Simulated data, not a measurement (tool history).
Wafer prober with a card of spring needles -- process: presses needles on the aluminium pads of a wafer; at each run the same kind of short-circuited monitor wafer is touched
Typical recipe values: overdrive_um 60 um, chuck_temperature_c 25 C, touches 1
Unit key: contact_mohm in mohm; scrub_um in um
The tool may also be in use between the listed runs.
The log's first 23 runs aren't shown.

run   hour  overdrive_um  chuck_temperature_c  touches  touches since the tips were cleaned  cleanings since the card got new needles  touches since the first contact's height was set  contact_mohm  scrub_um
 24  160.0            56                   63        2                                 6242                                        14                                            110909           123     15.50
     162.7  -- tips cleaned on abrasive film
 25  165.3            56                   63        2                                  934                                        15                                            112748           128     15.44
 26  173.6            56                   63        2                                 3861                                        15                                            115675           129     15.56
 27  179.5            56                   63        2                                 5939                                        15                                            117753           126     15.48
     183.3  -- tips cleaned on abrasive film
 28  184.2            64                   37        1                                  301                                        16                                            119356           122     17.79
 29  189.7            62                   25        1                                 2251                                        16                                            121306           119     17.20
 30  194.3            44                   27        2                                 3863                                        16                                            122918           127     12.22
 31  200.8            44                   27        2                                 6163                                        16                                            125218           122     12.28
     203.5  -- tips cleaned on abrasive film
 32  209.8            44                   61        1                                 2235                                        17                                            128377           131     12.26
 33  213.7            60                   60        2                                 3598                                        17                                            129740           124     16.68
 34  220.1            60                   60        2                                 5847                                        17                                            131989           124     16.65

Predict each of these 5 candidate next runs independently; none follows another, all start after run 34:
     223.5  -- tips cleaned on abrasive film
  A  229.4            79                   25        2                                 2096                                        18                                            135247             ?         ?
     223.5  -- tips cleaned on abrasive film
  B  229.4            62                   60        2                                 2096                                        18                                            135247             ?         ?
     223.5  -- tips cleaned on abrasive film
  C  229.4            76                   25        1                                 2096                                        18                                            135247             ?         ?
     223.5  -- tips cleaned on abrasive film
  D  229.4            52                   25        1                                 2096                                        18                                            135247             ?         ?
     223.5  -- tips cleaned on abrasive film
  E  229.4            45                   25        2                                 2096                                        18                                            135247             ?         ?

run  contact_mohm  scrub_um
  A           119     22.13
  B           127     17.28
  C           116     21.25
  D           121     14.61
  E           126     12.55
Had the tool no hidden state, the same runs would have come out as:
run  contact_mohm  scrub_um
  A           119     21.84
  B           127     17.05
  C           116     20.96
  D           120     14.41
  E           126     12.38

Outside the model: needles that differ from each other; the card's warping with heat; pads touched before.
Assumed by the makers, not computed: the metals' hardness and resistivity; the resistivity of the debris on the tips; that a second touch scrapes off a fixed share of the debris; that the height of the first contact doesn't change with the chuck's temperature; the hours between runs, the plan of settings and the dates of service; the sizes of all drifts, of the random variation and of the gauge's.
